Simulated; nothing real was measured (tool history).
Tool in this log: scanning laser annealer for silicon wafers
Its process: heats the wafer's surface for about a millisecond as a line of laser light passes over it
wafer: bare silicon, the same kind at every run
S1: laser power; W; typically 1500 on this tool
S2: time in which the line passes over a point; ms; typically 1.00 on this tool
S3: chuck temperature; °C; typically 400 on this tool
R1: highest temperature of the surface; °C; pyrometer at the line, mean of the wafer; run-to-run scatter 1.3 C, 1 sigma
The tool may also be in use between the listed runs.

run,hour,S1,S2,S3,R1
1,0.0,1500,1.00,400,1162
2,38.5,1500,1.00,400,1161
3,125.0,1332,1.00,400,1077
4,191.4,1332,1.00,400,1078
5,240.5,1500,1.00,400,1160
6,291.6,1500,0.81,400,1084
7,380.4,1500,1.01,400,1159
8,456.3,1500,1.01,400,1156
9,508.3,1495,1.00,400,1148
10,564.7,1495,0.89,400,1107
# hour 576.0: optics aligned, line set to its width
11,620.3,1495,0.89,400,1118
12,676.2,1495,0.88,400,1113
13,753.0,1493,1.00,400,1156
14,835.7,1500,1.00,400,1158
15,893.9,1500,1.00,400,1154
16,963.4,1500,1.00,400,1154
17,1044.9,1500,1.00,400,1152
18,1106.6,1500,0.94,400,1129
# hour 1122.4: window over the wafer cleaned
19,1153.8,1500,0.94,400,1148
20,1220.7,1500,0.94,400,1150
21,1274.6,1500,1.00,400,1170
22,1355.2,1500,1.00,400,1170
23,1396.5,1288,0.85,375,986
24,1442.9,1455,1.00,375,1119
25,1496.0,1455,0.76,387,1039
26,1566.0,1455,0.76,410,1060
27,1646.9,1428,0.87,419,1099
28,1737.6,1512,1.25,407,1260
29,1799.4,1650,1.14,376,1261
30,1858.8,1498,0.86,433,1136
31,1907.9,1336,0.98,361,1031
# hour 1940.6: optics aligned, line set to its width
32,1960.7,1336,0.98,361,1041
33,2003.0,1324,0.85,396,1024
34,2056.6,1383,0.84,418,1070
35,2131.7,1500,0.95,400,1145
36,2201.0,1391,1.13,394,1147
37,2238.3,1391,0.86,394,1055
38,2311.5,1303,0.85,417,1028
39,2354.3,1618,0.73,433,1136
40,2398.8,1618,0.73,433,1137
41,2445.7,1643,0.73,440,1153

What if the next run were any one of these 4? Each begins from the tool's condition after run 41:
A,2484.4,1471,1.16,370,?
B,2484.4,1643,0.73,427,?
C,2484.4,1638,0.94,365,?
D,2484.4,1643,0.71,440,?

run,R1
A,1167
B,1136
C,1164
D,1138
Stripped of hidden state, with their random variation kept, the same runs would have yielded:
run,R1
A,1183
B,1151
C,1181
D,1153
